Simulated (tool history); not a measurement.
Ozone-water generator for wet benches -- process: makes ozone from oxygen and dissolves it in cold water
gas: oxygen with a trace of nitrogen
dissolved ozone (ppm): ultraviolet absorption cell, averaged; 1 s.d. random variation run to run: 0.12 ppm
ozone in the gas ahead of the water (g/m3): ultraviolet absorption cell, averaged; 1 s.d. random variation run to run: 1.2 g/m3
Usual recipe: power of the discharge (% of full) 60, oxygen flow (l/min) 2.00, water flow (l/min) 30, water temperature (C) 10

run    hour  power of the discharge (% of full)  oxygen flow (l/min)  water flow (l/min)  water temperature (C)  dissolved ozone (ppm)  ozone in the gas ahead of the water (g/m3)
  1     0.0                                  60                 2.00                  30                     10                    9.1                                       225.7
  2    37.8                                  60                 2.00                  30                      6                    9.4                                       225.8
  3    87.8                                  60                 2.00                  30                      7                    9.4                                       227.8
  4   128.3                                  60                 2.00                  30                      7                    9.3                                       224.0
  5   174.7                                  60                 2.00                  30                      7                    9.4                                       226.2
  6   236.4                                  60                 2.00                  30                     13                    9.1                                       224.6
  7   285.0                                  60                 2.00                  30                     10                    9.4                                       226.0
  8   337.2                                  60                 2.00                  30                     10                    9.2                                       224.7
  9   386.7                                  60                 2.00                  36                     10                    7.6                                       224.4
 10   444.4                                  60                 2.00                  36                     10                    7.6                                       225.4
 11   481.0                                  60                 2.00                  30                     10                    9.1                                       221.1
 12   539.2                                  62                 2.00                  38                     10                    7.2                                       229.0
 13   595.6                                  60                 2.00                  30                      6                    9.2                                       221.8
 14   656.0                                  60                 2.00                  35                     14                    7.5                                       222.4
 15   716.3                                  60                 2.00                  35                     14                    7.5                                       223.3
 16   769.7                                  60                 2.00                  23                     16                   11.4                                       222.4
 17   801.0                                  60                 2.00                  23                     16                   11.3                                       222.1
 18   864.0                                  54                 1.03                  30                     10                    7.5                                       331.3
 19   925.8                                  83                 2.00                  42                      8                    7.7                                       269.3
 20   982.5                                  83                 2.00                  42                      8                    7.6                                       268.3
 21  1027.4                                  60                 2.02                  30                      7                    9.1                                       218.5

3 ways to go on from here, each from the tool as it stands after run 21. What would each give?
  A  1068.8                                  60                 1.01                  25                     10                      ?                                           ?
  B  1068.8                                  58                 1.37                  30                      6                      ?                                           ?
  C  1068.8                                  67                 2.03                  30                     15                      ?                                           ?

run  dissolved ozone (ppm)  ozone in the gas ahead of the water (g/m3)
  A                    9.3                                       350.8
  B                    8.3                                       280.0
  C                    9.3                                       231.0
Without the tool's hidden state the same runs would have given:
run  dissolved ozone (ppm)  ozone in the gas ahead of the water (g/m3)
  A                   10.3                                       365.5
  B                    9.2                                       291.5
  C                   10.3                                       241.5

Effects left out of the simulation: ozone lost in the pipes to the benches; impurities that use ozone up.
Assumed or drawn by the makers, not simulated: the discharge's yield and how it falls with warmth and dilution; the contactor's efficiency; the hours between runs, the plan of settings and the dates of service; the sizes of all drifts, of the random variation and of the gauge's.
